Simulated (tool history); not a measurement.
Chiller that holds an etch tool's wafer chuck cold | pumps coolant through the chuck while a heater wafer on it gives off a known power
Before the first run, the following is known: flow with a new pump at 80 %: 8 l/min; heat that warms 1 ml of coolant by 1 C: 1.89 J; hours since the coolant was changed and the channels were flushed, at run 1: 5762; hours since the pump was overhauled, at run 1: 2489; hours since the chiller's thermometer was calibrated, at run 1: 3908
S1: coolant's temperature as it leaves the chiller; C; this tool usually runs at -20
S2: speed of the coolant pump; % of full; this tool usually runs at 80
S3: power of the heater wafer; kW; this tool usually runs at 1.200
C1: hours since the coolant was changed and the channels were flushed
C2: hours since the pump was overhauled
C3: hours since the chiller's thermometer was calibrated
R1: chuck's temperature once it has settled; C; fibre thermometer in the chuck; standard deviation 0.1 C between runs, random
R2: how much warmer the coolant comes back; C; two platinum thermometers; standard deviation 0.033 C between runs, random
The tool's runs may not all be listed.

run,hour,S1,S2,S3,C1,C2,C3,R1,R2
1,0.0,-20,80,1.200,5762,2489,3908,-8.1,4.79
2,59.2,-20,80,1.200,5821,2548,3967,-8.3,4.74
3,100.2,-20,80,1.200,5862,2589,4008,-8.2,4.81
4,153.2,-20,61,1.200,5915,2643,4061,-6.0,6.41
5,186.6,-20,76,1.200,5949,2676,4094,-8.0,5.04
6,233.8,-20,80,1.200,5996,2723,4141,-8.2,4.76
7,292.4,-20,80,1.414,6055,2782,4200,-6.1,5.58
8,346.2,-20,80,1.200,6108,2835,4254,-8.1,4.79
9,421.8,-20,80,1.200,6184,2911,4329,-8.0,4.77
10,472.2,-20,80,1.200,6234,2961,4380,-8.2,4.79
11,517.6,-12,80,1.200,6280,3007,4425,-0.2,4.78
12,593.4,-20,80,1.458,6356,3083,4501,-5.5,5.87
13,644.9,-20,60,1.458,6407,3134,4552,-2.9,8.03
14,723.2,-18,86,1.291,6485,3213,4631,-5.9,4.69
15,781.2,-16,67,1.645,6543,3271,4689,1.9,7.97
16,817.5,-16,72,1.200,6580,3307,4725,-3.4,5.35
17,856.1,-11,74,1.305,6618,3345,4764,2.4,5.66
18,892.0,-11,74,1.305,6654,3381,4800,2.6,5.60
19,958.5,-19,74,1.282,6721,3448,4866,-5.6,5.55
# hour 992.7: chiller's thermometer calibrated
20,1033.9,-20,69,0.761,6795,3522,41,-11.8,3.54
21,1068.4,-24,95,0.998,6830,3557,76,-15.1,3.31
22,1117.7,-15,62,1.664,6879,3606,125,4.3,8.85
23,1195.9,-12,75,1.582,6957,3684,203,4.1,6.76
24,1239.3,-20,72,1.200,7000,3728,247,-7.4,5.34
25,1283.9,-29,65,1.700,7045,3772,291,-9.9,8.52
26,1331.9,-14,61,1.778,7093,3820,339,6.7,9.54

Hidden state at the last listed run before each entry between runs and at the first one after, where it differs:
Logged between run 19 and run 20: chiller's thermometer calibrated (hour 992.7)
  coolant's true temperature over the reading, C: -0.01 -> 0
